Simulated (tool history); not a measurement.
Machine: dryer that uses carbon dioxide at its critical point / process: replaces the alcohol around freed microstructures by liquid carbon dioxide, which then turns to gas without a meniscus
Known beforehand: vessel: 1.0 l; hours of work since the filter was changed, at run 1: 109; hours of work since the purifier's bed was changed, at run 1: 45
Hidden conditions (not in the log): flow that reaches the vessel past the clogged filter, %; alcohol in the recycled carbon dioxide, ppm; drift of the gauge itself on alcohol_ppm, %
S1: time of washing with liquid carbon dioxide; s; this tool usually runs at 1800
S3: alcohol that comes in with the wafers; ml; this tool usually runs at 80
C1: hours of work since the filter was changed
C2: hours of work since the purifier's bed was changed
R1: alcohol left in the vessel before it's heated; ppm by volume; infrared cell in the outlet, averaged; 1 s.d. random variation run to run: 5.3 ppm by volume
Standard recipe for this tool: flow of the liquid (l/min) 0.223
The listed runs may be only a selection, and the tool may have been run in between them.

Run 1, hour 0: usual settings; C1 109; C2 45. Result: R1 173 ppm by volume.
Run 2, hour 5.9: usual settings; C1 112; C2 48. Result: R1 177 ppm by volume.
Run 3, hour 11.3: usual settings; C1 115; C2 52. Result: R1 169 ppm by volume.
Run 4, hour 18.8: usual settings; C1 119; C2 56. Result: R1 177 ppm by volume.
Run 5, hour 23.2: usual settings; C1 122; C2 58. Result: R1 169 ppm by volume.
Run 6, hour 31.9: usual settings but flow of the liquid (l/min) 0.166; C1 127; C2 63. Result: R1 838 ppm by volume.
Run 7, hour 38.7: usual settings but flow of the liquid (l/min) 0.166; C1 131; C2 67. Result: R1 813 ppm by volume.
Run 8, hour 45.8: usual settings but flow of the liquid (l/min) 0.166; C1 135; C2 71. Result: R1 827 ppm by volume.
Run 9, hour 55.2: usual settings but flow of the liquid (l/min) 0.167; C1 140; C2 76. Result: R1 798 ppm by volume.
Run 10, hour 61.2: usual settings; C1 143; C2 80. Result: R1 176 ppm by volume.
Run 11, hour 69.7: usual settings; C1 148; C2 85. Result: R1 198 ppm by volume.
Run 12, hour 75.6: usual settings but S1 1380 s; C1 152; C2 88. Result: R1 746 ppm by volume.
Run 13, hour 80.6: usual settings but S1 1380 s; C1 155; C2 91. Result: R1 762 ppm by volume.
Run 14, hour 84.9: usual settings; C1 157; C2 93. Result: R1 188 ppm by volume.
Run 15, hour 89.5: usual settings; C1 160; C2 96. Result: R1 194 ppm by volume.
Run 16, hour 96.6: usual settings but flow of the liquid (l/min) 0.315; C1 164; C2 100. Result: R1 18 ppm by volume.
Run 17, hour 105.9: usual settings but flow of the liquid (l/min) 0.315; C1 169; C2 105. Result: R1 28 ppm by volume.
Run 18, hour 115.2: usual settings but flow of the liquid (l/min) 0.315; C1 174; C2 111. Result: R1 39 ppm by volume.
Run 19, hour 121.3: usual settings but flow of the liquid (l/min) 0.315; C1 178; C2 114. Result: R1 32 ppm by volume.
Run 20, hour 128.7: usual settings but flow of the liquid (l/min) 0.315; C1 182; C2 118. Result: R1 26 ppm by volume.
Run 21, hour 135.3: usual settings but flow of the liquid (l/min) 0.191, S3 91 ml; C1 186; C2 122. Result: R1 539 ppm by volume.
Run 22, hour 140: usual settings but flow of the liquid (l/min) 0.191, S3 91 ml; C1 188; C2 125. Result: R1 551 ppm by volume.
Run 23, hour 147.7: usual settings but flow of the liquid (l/min) 0.191, S3 91 ml; C1 193; C2 129. Result: R1 568 ppm by volume.
Run 24, hour 151.6: usual settings but S1 2880 s, S3 105 ml; C1 195; C2 131. Result: R1 21 ppm by volume.
Run 25, hour 161.4: usual settings but flow of the liquid (l/min) 0.153, S3 87 ml; C1 200; C2 137. Result: R1 1480 ppm by volume.
Run 26, hour 169.6: usual settings but flow of the liquid (l/min) 0.192, S3 45 ml; C1 205; C2 141. Result: R1 290 ppm by volume.
Run 27, hour 178.3: usual settings but S1 2220 s, flow of the liquid (l/min) 0.182, S3 45 ml; C1 210; C2 146. Result: R1 137 ppm by volume.

Here are 4 independent what-if runs from the current tool condition. What would each one return?
Run A, hour 185.5: usual settings but S3 36 ml; C1 214; C2 151. Result: R1 ?.
Run B, hour 185.5: usual settings but S1 1260 s, flow of the liquid (l/min) 0.229, S3 25 ml; C1 214; C2 151. Result: R1 ?.
Run C, hour 185.5: usual settings but flow of the liquid (l/min) 0.169, S3 25 ml; C1 214; C2 151. Result: R1 ?.
Run D, hour 185.5: usual settings but S1 2220 s, flow of the liquid (l/min) 0.279, S3 45 ml; C1 214; C2 151. Result: R1 ?.

run   R1
  A  116
  B  384
  C  293
  D   20
Without the tool's unlogged condition, the same runs would have read:
run   R1
  A   58
  B  241
  C  177
  D    3
